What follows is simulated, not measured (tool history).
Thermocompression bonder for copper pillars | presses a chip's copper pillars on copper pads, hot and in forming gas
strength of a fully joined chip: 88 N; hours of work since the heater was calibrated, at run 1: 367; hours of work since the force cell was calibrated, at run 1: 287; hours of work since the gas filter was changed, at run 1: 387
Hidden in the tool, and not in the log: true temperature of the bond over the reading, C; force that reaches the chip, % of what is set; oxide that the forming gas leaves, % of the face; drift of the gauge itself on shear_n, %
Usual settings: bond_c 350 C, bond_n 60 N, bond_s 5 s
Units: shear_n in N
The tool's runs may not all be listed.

run,hour,bond_c,bond_n,bond_s,hours of work since the heater was calibrated,hours of work since the force cell was calibrated,hours of work since the gas filter was changed,shear_n
1,0.0,350,60,5,367,287,387,47.8
2,33.9,350,60,13,381,301,401,62.5
3,49.4,350,60,13,388,307,408,62.4
4,66.4,350,51,5,395,315,415,44.6
5,80.6,350,48,5,401,321,421,43.3
6,95.0,350,48,5,407,327,427,43.7
7,118.1,350,60,5,417,336,437,47.9
# hour 125.0: forming gas filter changed
8,151.9,350,60,5,431,350,11,50.7
9,180.2,350,60,5,443,362,23,50.6
10,210.3,350,60,5,455,375,36,50.4
11,236.4,335,40,10,467,386,47,48.1
12,263.4,356,53,6,478,398,58,52.4
13,289.7,356,53,6,489,409,70,52.6
14,305.3,356,53,6,496,415,76,52.2
15,323.1,356,64,11,503,423,84,65.6
16,355.9,324,60,10,517,437,98,53.0
17,387.1,324,60,10,530,450,111,53.4
18,405.8,359,49,10,538,458,119,59.7
19,434.7,357,36,5,550,470,131,41.9

5 ways to go on from here, each from the tool as it stands after run 19. What would each give?
A,449.6,377,36,13,557,476,137,?
B,449.6,375,38,3,557,476,137,?
C,449.6,350,65,5,557,476,137,?
D,449.6,375,57,4,557,476,137,?
E,449.6,357,36,13,557,476,137,?

run,shear_n
A,62.5
B,40.7
C,52.0
D,52.9
E,56.5
Without the tool's hidden state the same runs would have given:
run,shear_n
A,61.2
B,39.1
C,50.3
D,51.3
E,54.9
